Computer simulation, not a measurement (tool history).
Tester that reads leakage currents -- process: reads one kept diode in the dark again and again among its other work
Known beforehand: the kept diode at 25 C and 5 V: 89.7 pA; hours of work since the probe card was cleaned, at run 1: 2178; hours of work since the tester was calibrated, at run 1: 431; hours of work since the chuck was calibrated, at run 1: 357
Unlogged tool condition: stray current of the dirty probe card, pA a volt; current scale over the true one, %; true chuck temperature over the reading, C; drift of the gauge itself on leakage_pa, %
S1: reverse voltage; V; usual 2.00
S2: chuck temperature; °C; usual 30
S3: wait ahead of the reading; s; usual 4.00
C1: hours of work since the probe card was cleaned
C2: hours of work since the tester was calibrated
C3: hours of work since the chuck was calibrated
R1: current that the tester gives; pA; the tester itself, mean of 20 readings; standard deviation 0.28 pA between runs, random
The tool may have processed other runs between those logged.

| run | hour | S1 | S2 | S3 | C1 | C2 | C3 | R1 |
|---|---|---|---|---|---|---|---|---|
| 1 | 0.0 | 2.00 | 30 | 4.00 | 2178 | 431 | 357 | 93.40 |
| 2 | 57.8 | 2.00 | 30 | 4.00 | 2209 | 462 | 389 | 93.64 |
| 3 | 128.7 | 2.00 | 30 | 4.00 | 2247 | 500 | 427 | 94.32 |
| 4 | 177.9 | 2.00 | 30 | 4.00 | 2274 | 527 | 454 | 94.41 |
| 5 | 213.2 | 2.00 | 30 | 4.00 | 2293 | 546 | 473 | 94.47 |
| 6 | 263.6 | 3.89 | 49 | 2.12 | 2321 | 574 | 501 | 460.26 |
| 7 | 326.3 | 13.39 | 27 | 0.50 | 2355 | 608 | 535 | 176.26 |
| 8 | 390.3 | 1.68 | 41 | 4.00 | 2390 | 643 | 570 | 192.58 |

Predict the results of run 9:
| 9 | 438.5 | 2.88 | 46 | 1.67 | 2416 | 669 | 596 | ? |

R1: 336.81 pA
If the tool had no hidden condition, the same run with the same run-to-run variation would have returned R1 323.38 pA.

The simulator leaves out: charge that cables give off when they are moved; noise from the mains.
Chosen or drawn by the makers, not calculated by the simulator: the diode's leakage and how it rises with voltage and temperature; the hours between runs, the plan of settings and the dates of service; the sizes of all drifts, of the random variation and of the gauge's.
